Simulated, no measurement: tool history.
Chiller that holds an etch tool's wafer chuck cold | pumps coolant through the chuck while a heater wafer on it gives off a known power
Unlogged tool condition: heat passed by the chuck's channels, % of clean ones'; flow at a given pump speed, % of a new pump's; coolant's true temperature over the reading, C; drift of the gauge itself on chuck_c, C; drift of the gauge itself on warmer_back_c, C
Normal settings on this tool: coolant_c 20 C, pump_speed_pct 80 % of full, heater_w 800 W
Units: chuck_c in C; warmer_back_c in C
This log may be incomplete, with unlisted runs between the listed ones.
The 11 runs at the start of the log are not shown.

run	hour	coolant_c	pump_speed_pct	heater_w	hours since the coolant was changed and the channels were flushed	hours since the pump was overhauled	hours since the chiller's thermometer was calibrated	chuck_c	warmer_back_c
12	358.9	20	80	800	3330	988	2855	28.3	3.66
13	381.0	20	80	800	3352	1010	2878	28.5	3.62
14	410.3	20	80	800	3381	1040	2907	28.3	3.70
15	433.9	20	80	800	3405	1063	2930	28.0	3.65
16	473.3	15	80	800	3444	1103	2970	23.1	3.66
17	502.6	21	83	675	3473	1132	2999	27.6	3.00
18	534.5	11	64	996	3505	1164	3031	23.4	5.71
19	560.2	20	80	549	3531	1190	3057	25.8	2.55
20	584.9	15	84	800	3556	1214	3081	22.9	3.47
21	622.9	20	93	956	3594	1252	3119	28.7	3.72
22	658.2	10	61	1191	3629	1288	3155	25.8	7.30
23	693.3	10	61	1191	3664	1323	3190	25.4	7.24
24	730.6	25	78	787	3701	1360	3227	33.3	3.70
25	750.1	25	78	787	3721	1380	3247	33.1	3.65
26	775.9	25	78	787	3747	1405	3272	33.5	3.68
27	809.0	25	78	787	3780	1438	3306	33.3	3.73
28	842.4	18	70	554	3813	1472	3339	24.3	2.90
29	874.2	17	80	1060	3845	1504	3371	27.9	4.84
30	904.7	17	89	725	3876	1534	3401	23.7	2.96
31	941.9	25	85	1151	3913	1571	3438	36.2	4.97

Branching from run 31: 3 alternative next runs. What would each branch give?
A	988.9	20	80	644	3960	1618	3485	?	?
B	988.9	25	85	746	3960	1618	3485	?	?
C	988.9	29	66	1140	3960	1618	3485	?	?

run	chuck_c	warmer_back_c
A	26.8	2.89
B	32.4	3.21
C	42.8	6.43
Take away the tool's hidden state, keep each run's random variation, and the runs would have read:
run	chuck_c	warmer_back_c
A	26.8	2.89
B	32.3	3.21
C	42.8	6.43

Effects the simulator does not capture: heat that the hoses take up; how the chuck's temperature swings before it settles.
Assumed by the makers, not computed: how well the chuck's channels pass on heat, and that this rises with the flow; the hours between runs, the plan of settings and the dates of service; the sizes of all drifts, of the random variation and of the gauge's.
